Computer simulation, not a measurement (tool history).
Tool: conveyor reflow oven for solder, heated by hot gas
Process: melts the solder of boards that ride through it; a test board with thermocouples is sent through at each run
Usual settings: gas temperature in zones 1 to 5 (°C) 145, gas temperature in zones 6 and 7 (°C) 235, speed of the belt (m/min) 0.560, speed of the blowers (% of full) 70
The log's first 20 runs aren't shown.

run	day	gas temperature in zones 1 to 5 (°C)	gas temperature in zones 6 and 7 (°C)	speed of the belt (m/min)	speed of the blowers (% of full)	hours of work since the flux was cleaned out	hours of work since the belt drive was overhauled	hours of work since the thermocouples were changed	highest temperature of the board (°C)	time above the solder's melting point (s)
# day 32.462: belt drive overhauled, speed set with a stopwatch
21	33.517	145	249	0.501	76	114	12	414	237.4	89.2
22	34.862	136	249	0.501	76	129	27	429	236.6	85.3
23	36.950	136	249	0.501	76	153	51	453	236.2	85.8
# day 38.362: flux residue cleaned out of gas plates and filters
24	39.200	153	237	0.548	81	9	74	476	226.6	80.1
25	40.542	145	235	0.614	51	25	89	491	211.0	54.2
26	42.829	132	248	0.616	58	50	115	517	221.5	59.0
27	44.379	144	248	0.630	79	68	132	534	230.3	67.7
28	46.354	150	235	0.560	70	90	155	557	221.0	73.6
29	48.533	150	235	0.560	70	115	179	581	221.0	73.5
30	50.004	152	235	0.560	70	132	196	598	221.5	73.6

3 ways to go on from here, each from the tool as it stands after run 30. What would each give?
A	51.721	152	235	0.560	66	151	215	617	?	?
B	51.721	140	249	0.560	70	151	215	617	?	?
C	51.721	152	235	0.511	70	151	215	617	?	?

run	highest temperature of the board (°C)	time above the solder's melting point (s)
A	220.1	73.6
B	231.4	75.3
C	223.3	83.9
Without the tool's hidden state the same runs would have given:
run	highest temperature of the board (°C)	time above the solder's melting point (s)
A	221.5	74.2
B	233.0	75.7
C	224.7	84.4
